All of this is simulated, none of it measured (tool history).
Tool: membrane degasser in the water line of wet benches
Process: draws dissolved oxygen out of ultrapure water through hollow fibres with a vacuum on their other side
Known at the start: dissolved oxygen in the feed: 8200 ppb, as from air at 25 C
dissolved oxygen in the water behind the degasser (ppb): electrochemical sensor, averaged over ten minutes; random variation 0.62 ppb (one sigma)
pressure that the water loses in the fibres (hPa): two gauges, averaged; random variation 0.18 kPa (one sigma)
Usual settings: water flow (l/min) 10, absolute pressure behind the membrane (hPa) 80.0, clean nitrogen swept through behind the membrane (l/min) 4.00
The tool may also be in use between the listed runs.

run	hour	water flow (l/min)	absolute pressure behind the membrane (hPa)	clean nitrogen swept through behind the membrane (l/min)	dissolved oxygen in the water behind the degasser (ppb)	pressure that the water loses in the fibres (hPa)
1	0.0	10	80.0	4.00	59.4	316.5
2	101.5	10	112.4	4.00	80.5	318.8
3	220.6	10	112.4	4.00	80.5	317.2
4	357.1	10	169.8	4.00	114.8	320.7
5	513.6	10	80.0	7.06	49.0	313.3
6	646.6	10	80.0	4.00	60.8	316.8
7	815.2	10	80.0	4.00	61.2	318.7
8	977.2	15	89.5	6.86	95.3	475.5

Run 9 comes next. What will it give?
9	1133.6	15	51.3	6.86	?	?

Run 9 gave dissolved oxygen in the water behind the degasser (ppb) 76.1, pressure that the water loses in the fibres (hPa) 476.6.
Without the tool's hidden state the same run would have given dissolved oxygen in the water behind the degasser (ppb) 62.3, pressure that the water loses in the fibres (hPa) 455.3.
